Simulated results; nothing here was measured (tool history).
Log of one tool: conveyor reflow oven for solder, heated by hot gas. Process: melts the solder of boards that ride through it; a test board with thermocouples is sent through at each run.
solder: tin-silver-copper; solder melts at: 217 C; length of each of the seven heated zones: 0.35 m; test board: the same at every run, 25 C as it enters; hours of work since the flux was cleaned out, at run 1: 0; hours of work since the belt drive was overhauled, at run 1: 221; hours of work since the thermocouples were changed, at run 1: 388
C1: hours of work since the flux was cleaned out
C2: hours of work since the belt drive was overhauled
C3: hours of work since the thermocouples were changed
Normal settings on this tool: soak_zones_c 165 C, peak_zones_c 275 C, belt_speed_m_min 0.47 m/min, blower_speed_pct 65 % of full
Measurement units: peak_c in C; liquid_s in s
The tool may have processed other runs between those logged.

{"run": 1, "hour": 0.0, "soak_zones_c": 165, "peak_zones_c": 275, "belt_speed_m_min": 0.47, "blower_speed_pct": 65, "C1": 0, "C2": 221, "C3": 388, "peak_c": 258.4, "liquid_s": 68.7}
{"run": 2, "hour": 8.9, "soak_zones_c": 165, "peak_zones_c": 275, "belt_speed_m_min": 0.47, "blower_speed_pct": 65, "C1": 5, "C2": 226, "C3": 392, "peak_c": 258.55, "liquid_s": 68.8}
{"run": 3, "hour": 16.9, "soak_zones_c": 165, "peak_zones_c": 275, "belt_speed_m_min": 0.47, "blower_speed_pct": 65, "C1": 9, "C2": 230, "C3": 397, "peak_c": 258.46, "liquid_s": 68.7}
{"run": 4, "hour": 25.4, "soak_zones_c": 165, "peak_zones_c": 275, "belt_speed_m_min": 0.556, "blower_speed_pct": 65, "C1": 13, "C2": 235, "C3": 401, "peak_c": 252.32, "liquid_s": 52.6}
{"run": 5, "hour": 32.5, "soak_zones_c": 165, "peak_zones_c": 275, "belt_speed_m_min": 0.556, "blower_speed_pct": 65, "C1": 17, "C2": 238, "C3": 405, "peak_c": 252.49, "liquid_s": 52.7}
{"run": 6, "hour": 41.5, "soak_zones_c": 165, "peak_zones_c": 278, "belt_speed_m_min": 0.47, "blower_speed_pct": 65, "C1": 22, "C2": 243, "C3": 410, "peak_c": 260.96, "liquid_s": 70.6}
{"run": 7, "hour": 46.9, "soak_zones_c": 165, "peak_zones_c": 275, "belt_speed_m_min": 0.47, "blower_speed_pct": 65, "C1": 25, "C2": 246, "C3": 412, "peak_c": 258.54, "liquid_s": 68.7}
{"run": 8, "hour": 53.3, "soak_zones_c": 165, "peak_zones_c": 277, "belt_speed_m_min": 0.47, "blower_speed_pct": 65, "C1": 28, "C2": 249, "C3": 416, "peak_c": 259.96, "liquid_s": 70}
{"run": 9, "hour": 61.2, "soak_zones_c": 165, "peak_zones_c": 275, "belt_speed_m_min": 0.47, "blower_speed_pct": 65, "C1": 32, "C2": 254, "C3": 420, "peak_c": 258.23, "liquid_s": 68.7}
{"run": 10, "hour": 68.0, "soak_zones_c": 165, "peak_zones_c": 275, "belt_speed_m_min": 0.383, "blower_speed_pct": 65, "C1": 36, "C2": 257, "C3": 424, "peak_c": 264.38, "liquid_s": 91.1}
{"run": 11, "hour": 76.2, "soak_zones_c": 165, "peak_zones_c": 274, "belt_speed_m_min": 0.47, "blower_speed_pct": 65, "C1": 40, "C2": 262, "C3": 428, "peak_c": 257.36, "liquid_s": 67.9}
{"run": 12, "hour": 84.9, "soak_zones_c": 165, "peak_zones_c": 274, "belt_speed_m_min": 0.47, "blower_speed_pct": 65, "C1": 45, "C2": 266, "C3": 432, "peak_c": 257.42, "liquid_s": 68}
{"run": 13, "hour": 93.2, "soak_zones_c": 165, "peak_zones_c": 274, "belt_speed_m_min": 0.47, "blower_speed_pct": 65, "C1": 49, "C2": 271, "C3": 437, "peak_c": 257.33, "liquid_s": 67.8}
{"run": 14, "hour": 101.1, "soak_zones_c": 165, "peak_zones_c": 275, "belt_speed_m_min": 0.488, "blower_speed_pct": 65, "C1": 54, "C2": 275, "C3": 441, "peak_c": 256.92, "liquid_s": 65}
{"run": 15, "hour": 106.1, "soak_zones_c": 154, "peak_zones_c": 275, "belt_speed_m_min": 0.488, "blower_speed_pct": 65, "C1": 56, "C2": 277, "C3": 444, "peak_c": 255.16, "liquid_s": 60}
{"run": 16, "hour": 111.4, "soak_zones_c": 165, "peak_zones_c": 267, "belt_speed_m_min": 0.434, "blower_speed_pct": 54, "C1": 59, "C2": 280, "C3": 446, "peak_c": 250.91, "liquid_s": 68}
{"run": 17, "hour": 118.3, "soak_zones_c": 165, "peak_zones_c": 267, "belt_speed_m_min": 0.434, "blower_speed_pct": 54, "C1": 63, "C2": 284, "C3": 450, "peak_c": 251, "liquid_s": 68.1}
{"run": 18, "hour": 123.8, "soak_zones_c": 165, "peak_zones_c": 275, "belt_speed_m_min": 0.47, "blower_speed_pct": 65, "C1": 66, "C2": 287, "C3": 453, "peak_c": 257.94, "liquid_s": 68.5}
{"run": 19, "hour": 130.1, "soak_zones_c": 165, "peak_zones_c": 283, "belt_speed_m_min": 0.498, "blower_speed_pct": 65, "C1": 69, "C2": 290, "C3": 456, "peak_c": 263.05, "liquid_s": 67.6}

Same runs, no hidden state in the tool, same run-to-run variation:
Hidden conditions of the tool in this case: heat that the gas passes to the board, % of a clean oven's; belt's true speed, % of the reading; true gas temperature in zones 6 and 7 over the reading, C; drift of the gauge itself on peak_c, C; drift of the gauge itself on liquid_s, %.
run=1 peak_c=258.97 liquid_s=68.8
run=2 peak_c=259.15 liquid_s=69
run=3 peak_c=259.08 liquid_s=68.9
run=4 peak_c=252.96 liquid_s=52.9
run=5 peak_c=253.15 liquid_s=53
run=6 peak_c=261.67 liquid_s=70.8
run=7 peak_c=259.25 liquid_s=68.9
run=8 peak_c=260.7 liquid_s=70.3
run=9 peak_c=258.99 liquid_s=69
run=10 peak_c=265.14 liquid_s=91.2
run=11 peak_c=258.16 liquid_s=68.3
run=12 peak_c=258.25 liquid_s=68.3
run=13 peak_c=258.18 liquid_s=68.1
run=14 peak_c=257.8 liquid_s=65.3
run=15 peak_c=256.08 liquid_s=60.5
run=16 peak_c=251.74 liquid_s=68.5
run=17 peak_c=251.85 liquid_s=68.6
run=18 peak_c=258.88 liquid_s=68.9
run=19 peak_c=264.04 liquid_s=67.9

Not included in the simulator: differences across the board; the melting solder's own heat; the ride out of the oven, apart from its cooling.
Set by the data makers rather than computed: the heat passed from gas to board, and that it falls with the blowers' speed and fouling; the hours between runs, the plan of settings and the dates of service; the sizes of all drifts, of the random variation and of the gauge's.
